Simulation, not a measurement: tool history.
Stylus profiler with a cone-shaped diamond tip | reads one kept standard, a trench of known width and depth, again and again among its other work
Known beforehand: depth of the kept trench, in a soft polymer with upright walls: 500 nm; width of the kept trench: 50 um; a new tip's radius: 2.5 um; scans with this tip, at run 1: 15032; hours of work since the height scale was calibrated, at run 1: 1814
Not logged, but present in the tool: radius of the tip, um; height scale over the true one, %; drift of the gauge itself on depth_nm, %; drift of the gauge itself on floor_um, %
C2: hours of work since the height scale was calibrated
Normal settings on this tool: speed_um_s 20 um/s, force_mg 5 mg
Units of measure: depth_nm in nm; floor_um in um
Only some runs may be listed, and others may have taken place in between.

Run 1, day 0: usual settings; scans with this tip 15032; C2 1814. Result: depth_nm 512.89 nm, floor_um 46.93 um.
Run 2, day 1.25: usual settings; scans with this tip 15222; C2 1837. Result: depth_nm 512.99 nm, floor_um 46.89 um.
Run 3, day 2.758: usual settings; scans with this tip 15453; C2 1864. Result: depth_nm 512.84 nm, floor_um 46.97 um.
Run 4, day 3.45: usual settings; scans with this tip 15558; C2 1877. Result: depth_nm 512.82 nm, floor_um 46.95 um.
Run 5, day 4.792: usual settings but force_mg 2.23 mg; scans with this tip 15764; C2 1902. Result: depth_nm 507.37 nm, floor_um 46.94 um.
Run 6, day 5.608: usual settings but force_mg 3.7 mg; scans with this tip 15888; C2 1917. Result: depth_nm 510.79 nm, floor_um 46.9 um.
Run 7, day 7.125: usual settings but force_mg 3.7 mg; scans with this tip 16120; C2 1945. Result: depth_nm 510.66 nm, floor_um 46.91 um.
Run 8, day 8.525: usual settings but force_mg 3.7 mg; scans with this tip 16334; C2 1971. Result: depth_nm 510.78 nm, floor_um 46.96 um.
Run 9, day 10.029: usual settings but force_mg 3.7 mg; scans with this tip 16564; C2 1998. Result: depth_nm 510.2 nm, floor_um 46.91 um.
Run 10, day 11.492: usual settings but force_mg 3.7 mg; scans with this tip 16787; C2 2025. Result: depth_nm 510.61 nm, floor_um 46.88 um.
Run 11, day 12.65: usual settings but speed_um_s 6 um/s; scans with this tip 16964; C2 2047. Result: depth_nm 513.06 nm, floor_um 46.97 um.
Run 12, day 13.883: usual settings but speed_um_s 6 um/s; scans with this tip 17152; C2 2069. Result: depth_nm 512.92 nm, floor_um 46.96 um.
Run 13, day 14.733: usual settings; scans with this tip 17282; C2 2085. Result: depth_nm 512.69 nm, floor_um 46.88 um.
Run 14, day 15.404: usual settings; scans with this tip 17385; C2 2097. Result: depth_nm 512.92 nm, floor_um 46.92 um.
Run 15, day 16.396: usual settings; scans with this tip 17536; C2 2116. Result: depth_nm 513.06 nm, floor_um 46.9 um.
Run 16, day 17.942: usual settings but speed_um_s 5 um/s; scans with this tip 17773; C2 2144. Result: depth_nm 512.76 nm, floor_um 47.04 um.
Run 17, day 18.717: usual settings but speed_um_s 71 um/s; scans with this tip 17891; C2 2158. Result: depth_nm 512.75 nm, floor_um 46.9 um.
Run 18, day 20.142: usual settings but speed_um_s 17 um/s; scans with this tip 18108; C2 2185. Result: depth_nm 512.71 nm, floor_um 46.98 um.
Run 19, day 21.383: usual settings but force_mg 2.98 mg; scans with this tip 18298; C2 2208. Result: depth_nm 509.35 nm, floor_um 46.88 um.
Run 20, day 22.125: usual settings but force_mg 2.98 mg; scans with this tip 18411; C2 2221. Result: depth_nm 509.48 nm, floor_um 46.9 um.
Run 21, day 23.283: usual settings but force_mg 11.32 mg; scans with this tip 18588; C2 2243. Result: depth_nm 522.22 nm, floor_um 46.92 um.
Run 22, day 24.454: usual settings but speed_um_s 70 um/s, force_mg 1.89 mg; scans with this tip 18767; C2 2264. Result: depth_nm 506.86 nm, floor_um 46.8 um.
Run 23, day 25.971: usual settings but speed_um_s 9 um/s, force_mg 3.9 mg; scans with this tip 18999; C2 2292. Result: depth_nm 511.19 nm, floor_um 46.91 um.
Run 24, day 27.458: usual settings but speed_um_s 9 um/s, force_mg 3.9 mg; scans with this tip 19226; C2 2320. Result: depth_nm 510.98 nm, floor_um 46.98 um.
Run 25, day 28.671: usual settings but speed_um_s 69 um/s, force_mg 3.72 mg; scans with this tip 19411; C2 2342. Result: depth_nm 510.4 nm, floor_um 46.83 um.
Run 26, day 30.238: usual settings but speed_um_s 58 um/s, force_mg 2.58 mg; scans with this tip 19651; C2 2371. Result: depth_nm 508.31 nm, floor_um 46.87 um.
At day 31.392: new tip fitted, height scale calibrated.
Run 27, day 31.45: usual settings but speed_um_s 48 um/s, force_mg 1.96 mg; scans with this tip 9; C2 1. Result: depth_nm 506.77 nm, floor_um 46.85 um.
Run 28, day 32.438: usual settings but speed_um_s 5 um/s, force_mg 9.38 mg; scans with this tip 160; C2 19. Result: depth_nm 519.22 nm, floor_um 46.96 um.
Run 29, day 33.079: usual settings but speed_um_s 27 um/s, force_mg 5.59 mg; scans with this tip 258; C2 31. Result: depth_nm 513.62 nm, floor_um 46.95 um.
Run 30, day 33.971: usual settings but speed_um_s 63 um/s, force_mg 5.59 mg; scans with this tip 395; C2 48. Result: depth_nm 513.8 nm, floor_um 46.88 um.
Run 31, day 35.175: usual settings but speed_um_s 63 um/s, force_mg 5.59 mg; scans with this tip 578; C2 70. Result: depth_nm 513.61 nm, floor_um 46.84 um.
Run 32, day 36.688: usual settings but speed_um_s 14 um/s, force_mg 2.54 mg; scans with this tip 809; C2 98. Result: depth_nm 508.18 nm, floor_um 46.95 um.
Run 33, day 37.317: usual settings but speed_um_s 14 um/s, force_mg 4.12 mg; scans with this tip 905; C2 109. Result: depth_nm 511.11 nm, floor_um 47 um.
Run 34, day 38.383: usual settings but speed_um_s 55 um/s, force_mg 4.16 mg; scans with this tip 1068; C2 129. Result: depth_nm 511.07 nm, floor_um 46.93 um.
Run 35, day 39.196: usual settings but speed_um_s 16 um/s, force_mg 6.66 mg; scans with this tip 1192; C2 144. Result: depth_nm 515.35 nm, floor_um 46.99 um.
Run 36, day 39.971: usual settings but speed_um_s 28 um/s, force_mg 2.7 mg; scans with this tip 1311; C2 158. Result: depth_nm 508.39 nm, floor_um 46.96 um.
Run 37, day 41.208: usual settings but speed_um_s 7 um/s, force_mg 4.76 mg; scans with this tip 1500; C2 181. Result: depth_nm 512.52 nm, floor_um 46.98 um.
Run 38, day 42.679: usual settings but speed_um_s 12 um/s, force_mg 4.76 mg; scans with this tip 1725; C2 208. Result: depth_nm 512.34 nm, floor_um 47.01 um.
Run 39, day 43.896: usual settings but speed_um_s 7 um/s, force_mg 10.1 mg; scans with this tip 1910; C2 230. Result: depth_nm 520.47 nm, floor_um 47.01 um.
Run 40, day 44.892: usual settings but speed_um_s 38 um/s, force_mg 2.28 mg; scans with this tip 2063; C2 249. Result: depth_nm 507.69 nm, floor_um 46.91 um.
Run 41, day 46.396: usual settings but speed_um_s 68 um/s, force_mg 9.18 mg; scans with this tip 2292; C2 277. Result: depth_nm 518.99 nm, floor_um 46.89 um.
Run 42, day 47.658: usual settings but speed_um_s 68 um/s, force_mg 9.18 mg; scans with this tip 2485; C2 300. Result: depth_nm 519.06 nm, floor_um 46.85 um.

Below, each run's measurement less what the same run would have read without the hidden state. Both values contain the same run-to-run variation, but the gauge's scatter may not be the same in both:
run  floor_um
  1     -0.02
  2     -0.02
  3     -0.02
  4     -0.02
  5     -0.02
  6     -0.02
  7     -0.02
  8     -0.02
  9     -0.02
 10     -0.02
 11     -0.02
 12     -0.02
 13     -0.02
 14     -0.02
 15     -0.03
 16     -0.02
 17     -0.02
 18     -0.03
 19     -0.03
 20     -0.03
 21     -0.03
 22     -0.02
 23     -0.03
 24     -0.03
 25     -0.03
 26     -0.02
 27        +0
 28        +0
 29        +0
 30        +0
 31        +0
 32        +0
 33        +0
 34     -0.01
 35        +0
 36        +0
 37        +0
 38        +0
 39        +0
 40        +0
 41        +0
 42     -0.01
For depth_nm, the value without the hidden state is never more than 0.11 nm from the measured value.

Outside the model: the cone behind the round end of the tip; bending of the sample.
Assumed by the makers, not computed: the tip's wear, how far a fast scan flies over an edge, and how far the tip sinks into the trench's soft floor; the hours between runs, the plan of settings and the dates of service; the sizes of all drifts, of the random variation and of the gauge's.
